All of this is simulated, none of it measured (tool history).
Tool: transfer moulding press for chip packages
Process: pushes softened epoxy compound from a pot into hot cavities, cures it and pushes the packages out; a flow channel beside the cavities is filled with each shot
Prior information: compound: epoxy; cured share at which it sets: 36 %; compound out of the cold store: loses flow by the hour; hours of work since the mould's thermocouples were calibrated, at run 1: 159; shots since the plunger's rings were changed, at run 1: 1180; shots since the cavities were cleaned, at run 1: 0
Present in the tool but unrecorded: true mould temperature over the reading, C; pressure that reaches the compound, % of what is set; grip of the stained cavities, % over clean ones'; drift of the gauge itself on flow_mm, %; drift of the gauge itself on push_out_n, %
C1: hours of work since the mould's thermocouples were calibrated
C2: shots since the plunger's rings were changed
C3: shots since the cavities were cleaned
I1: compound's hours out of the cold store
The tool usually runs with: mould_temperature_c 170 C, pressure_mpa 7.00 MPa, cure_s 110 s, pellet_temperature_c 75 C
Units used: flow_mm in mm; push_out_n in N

run 1 day=0.000 | mould_temperature_c=170 pressure_mpa=7.00 cure_s=110 pellet_temperature_c=75 | C1=159 C2=1180 C3=0 | I1=22.1 | flow_mm=552 push_out_n=280
run 2 day=0.600 | mould_temperature_c=170 pressure_mpa=7.00 cure_s=110 pellet_temperature_c=79 | C1=170 C2=1347 C3=167 | I1=32.5 | flow_mm=528 push_out_n=321
run 3 day=1.133 | mould_temperature_c=170 pressure_mpa=7.00 cure_s=110 pellet_temperature_c=79 | C1=180 C2=1496 C3=316 | I1=33.5 | flow_mm=524 push_out_n=346
run 4 day=1.562 | mould_temperature_c=168 pressure_mpa=7.00 cure_s=110 pellet_temperature_c=75 | C1=188 C2=1616 C3=436 | I1=32.3 | flow_mm=533 push_out_n=415
run 5 day=1.929 | mould_temperature_c=170 pressure_mpa=5.29 cure_s=110 pellet_temperature_c=75 | C1=194 C2=1717 C3=537 | I1=15.4 | flow_mm=489 push_out_n=420
-- day=2.088 cavities cleaned with cleaning compound and waxed
run 6 day=2.342 | mould_temperature_c=170 pressure_mpa=7.00 cure_s=110 pellet_temperature_c=75 | C1=201 C2=1815 C3=71 | I1=46.7 | flow_mm=496 push_out_n=274
run 7 day=3.017 | mould_temperature_c=170 pressure_mpa=8.73 cure_s=110 pellet_temperature_c=69 | C1=213 C2=2002 C3=258 | I1=16.9 | flow_mm=623 push_out_n=341
-- day=3.133 mould's thermocouples calibrated
run 8 day=3.608 | mould_temperature_c=164 pressure_mpa=7.00 cure_s=101 pellet_temperature_c=75 | C1=9 C2=2144 C3=400 | I1=17.2 | flow_mm=579 push_out_n=670
-- day=4.238 cavities cleaned with cleaning compound and waxed
run 9 day=4.367 | mould_temperature_c=164 pressure_mpa=7.00 cure_s=101 pellet_temperature_c=75 | C1=21 C2=2337 C3=36 | I1=22.4 | flow_mm=565 push_out_n=509
run 10 day=4.854 | mould_temperature_c=163 pressure_mpa=7.00 cure_s=110 pellet_temperature_c=75 | C1=30 C2=2473 C3=172 | I1=31.5 | flow_mm=547 push_out_n=501
run 11 day=5.233 | mould_temperature_c=170 pressure_mpa=7.00 cure_s=114 pellet_temperature_c=65 | C1=37 C2=2579 C3=278 | I1=44.8 | flow_mm=501 push_out_n=351
run 12 day=5.625 | mould_temperature_c=170 pressure_mpa=7.23 cure_s=107 pellet_temperature_c=78 | C1=44 C2=2687 C3=386 | I1=9.5 | flow_mm=581 push_out_n=380

What if the next run were any one of these 5? Each begins from the tool's condition after run 12:
-- day=6.321 cavities cleaned with cleaning compound and waxed
run A day=6.321 | mould_temperature_c=170 pressure_mpa=5.81 cure_s=110 pellet_temperature_c=75 | C1=56 C2=2864 C3=0 | I1=35.1 | flow_mm=? push_out_n=?
-- day=6.321 cavities cleaned with cleaning compound and waxed
run B day=6.321 | mould_temperature_c=170 pressure_mpa=7.23 cure_s=94 pellet_temperature_c=78 | C1=56 C2=2864 C3=0 | I1=38.7 | flow_mm=? push_out_n=?
-- day=6.321 cavities cleaned with cleaning compound and waxed
run C day=6.321 | mould_temperature_c=170 pressure_mpa=7.23 cure_s=105 pellet_temperature_c=78 | C1=56 C2=2864 C3=0 | I1=23.9 | flow_mm=? push_out_n=?
-- day=6.321 cavities cleaned with cleaning compound and waxed
run D day=6.321 | mould_temperature_c=165 pressure_mpa=7.23 cure_s=93 pellet_temperature_c=78 | C1=56 C2=2864 C3=0 | I1=40.5 | flow_mm=? push_out_n=?
-- day=6.321 cavities cleaned with cleaning compound and waxed
run E day=6.321 | mould_temperature_c=170 pressure_mpa=8.13 cure_s=102 pellet_temperature_c=75 | C1=56 C2=2864 C3=0 | I1=15.7 | flow_mm=? push_out_n=?

run=A flow_mm=468 push_out_n=266
run=B flow_mm=517 push_out_n=332
run=C flow_mm=550 push_out_n=290
run=D flow_mm=529 push_out_n=504
run=E flow_mm=600 push_out_n=304
The same runs, with their run-to-run variation unchanged, on a tool lacking any hidden condition would have given:
run=A flow_mm=481 push_out_n=248
run=B flow_mm=531 push_out_n=300
run=C flow_mm=564 push_out_n=267
run=D flow_mm=542 push_out_n=441
run=E flow_mm=616 push_out_n=277
